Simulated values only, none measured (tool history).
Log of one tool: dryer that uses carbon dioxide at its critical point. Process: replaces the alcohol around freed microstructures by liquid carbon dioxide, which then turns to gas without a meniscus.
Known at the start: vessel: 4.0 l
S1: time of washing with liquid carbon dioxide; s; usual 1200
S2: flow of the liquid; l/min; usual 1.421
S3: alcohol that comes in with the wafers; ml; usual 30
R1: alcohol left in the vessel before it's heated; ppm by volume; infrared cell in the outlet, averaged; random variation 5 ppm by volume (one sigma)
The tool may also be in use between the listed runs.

Run 1, hour 0: usual settings. Result: R1 131 ppm by volume.
Run 2, hour 11.4: usual settings. Result: R1 141 ppm by volume.
Run 3, hour 21.8: usual settings. Result: R1 132 ppm by volume.
Run 4, hour 32.2: usual settings. Result: R1 139 ppm by volume.
Run 5, hour 39.1: usual settings. Result: R1 145 ppm by volume.
Run 6, hour 50.6: usual settings. Result: R1 152 ppm by volume.
Run 7, hour 60.5: usual settings. Result: R1 145 ppm by volume.
Run 8, hour 67.8: usual settings. Result: R1 147 ppm by volume.
Run 9, hour 75.2: usual settings but S3 25 ml. Result: R1 139 ppm by volume.
Run 10, hour 84.2: usual settings but S2 1.26 l/min. Result: R1 209 ppm by volume.
Run 11, hour 91.1: usual settings but S2 1.26 l/min. Result: R1 202 ppm by volume.
Run 12, hour 101.1: usual settings but S1 900 s. Result: R1 291 ppm by volume.
Run 13, hour 113.6: usual settings but S1 900 s. Result: R1 310 ppm by volume.
Run 14, hour 123.5: usual settings but S1 900 s. Result: R1 319 ppm by volume.
Run 15, hour 129.5: usual settings but S1 900 s. Result: R1 310 ppm by volume.
Run 16, hour 137.3: usual settings. Result: R1 177 ppm by volume.
Run 17, hour 145: usual settings. Result: R1 179 ppm by volume.
Run 18, hour 155.8: usual settings but S3 60 ml. Result: R1 246 ppm by volume.
Run 19, hour 169.3: usual settings but S3 60 ml. Result: R1 264 ppm by volume.
Run 20, hour 181.6: usual settings but S3 60 ml. Result: R1 265 ppm by volume.
Run 21, hour 193.4: usual settings but S3 54 ml. Result: R1 261 ppm by volume.
Run 22, hour 203.3: usual settings but S3 54 ml. Result: R1 267 ppm by volume.
Run 23, hour 217: usual settings but S3 54 ml. Result: R1 266 ppm by volume.
Run 24, hour 225.5: usual settings but S2 2.06 l/min, S3 54 ml. Result: R1 137 ppm by volume.
Run 25, hour 231.3: usual settings but S1 960 s, S2 1.2 l/min, S3 95 ml. Result: R1 720 ppm by volume.
Run 26, hour 244.2: usual settings but S1 960 s, S2 1.2 l/min, S3 95 ml. Result: R1 733 ppm by volume.
Run 27, hour 255.2: usual settings but S1 900 s, S2 1.04 l/min, S3 97 ml. Result: R1 1413 ppm by volume.
Run 28, hour 266.7: usual settings but S1 960 s, S2 1.33 l/min. Result: R1 273 ppm by volume.
Run 29, hour 274.3: usual settings but S1 960 s, S2 1.33 l/min. Result: R1 268 ppm by volume.
Run 30, hour 286.9: usual settings but S2 2.37 l/min, S3 40 ml. Result: R1 148 ppm by volume.
Run 31, hour 297: usual settings but S1 1440 s, S2 1.27 l/min, S3 62 ml. Result: R1 202 ppm by volume.
Run 32, hour 305.8: usual settings but S1 1440 s, S2 1.27 l/min, S3 65 ml. Result: R1 201 ppm by volume.
Run 33, hour 318.7: usual settings but S2 1.52 l/min. Result: R1 181 ppm by volume.
Run 34, hour 331.8: usual settings but S2 1.16 l/min, S3 95 ml. Result: R1 495 ppm by volume.
Run 35, hour 339.7: usual settings but S1 780 s, S2 1.07 l/min. Result: R1 823 ppm by volume.
Run 36, hour 347.5: usual settings but S1 780 s, S2 2.41 l/min. Result: R1 170 ppm by volume.
Run 37, hour 358.4: usual settings but S1 780 s, S2 1.31 l/min, S3 24 ml. Result: R1 430 ppm by volume.
Run 38, hour 366.8: usual settings but S1 1140 s, S2 1.31 l/min, S3 24 ml. Result: R1 238 ppm by volume.
Run 39, hour 372.6: usual settings but S1 1020 s, S2 2.28 l/min, S3 56 ml. Result: R1 172 ppm by volume.
Run 40, hour 384.6: usual settings but S1 1860 s, S2 1.77 l/min, S3 56 ml. Result: R1 160 ppm by volume.
Run 41, hour 391.3: usual settings but S1 1860 s, S2 1.77 l/min, S3 56 ml. Result: R1 171 ppm by volume.
Run 42, hour 402.1: usual settings but S2 0.94 l/min, S3 85 ml. Result: R1 969 ppm by volume.
Run 43, hour 409.5: usual settings but S2 0.94 l/min, S3 85 ml. Result: R1 1003 ppm by volume.
Run 44, hour 416: usual settings but S1 1080 s, S2 0.94 l/min, S3 44 ml. Result: R1 760 ppm by volume.
Run 45, hour 429.6: usual settings but S1 1260 s, S2 1.52 l/min, S3 116 ml. Result: R1 268 ppm by volume.
Run 46, hour 438.3: usual settings but S2 1.49 l/min, S3 24 ml. Result: R1 206 ppm by volume.

Taken out of this log: 1 entry between the listed runs. Where each belongs, and how the hidden state differs across it:
Between runs 23 and 24: inlet filter changed (hour 222.6)
  flow that reaches the vessel past the clogged filter, %: 82.5 -> 99.4; alcohol in the recycled carbon dioxide, ppm: 132.2 -> 133.7
  measured less the result without the state, R1: +210 -> +127 ppm by volume
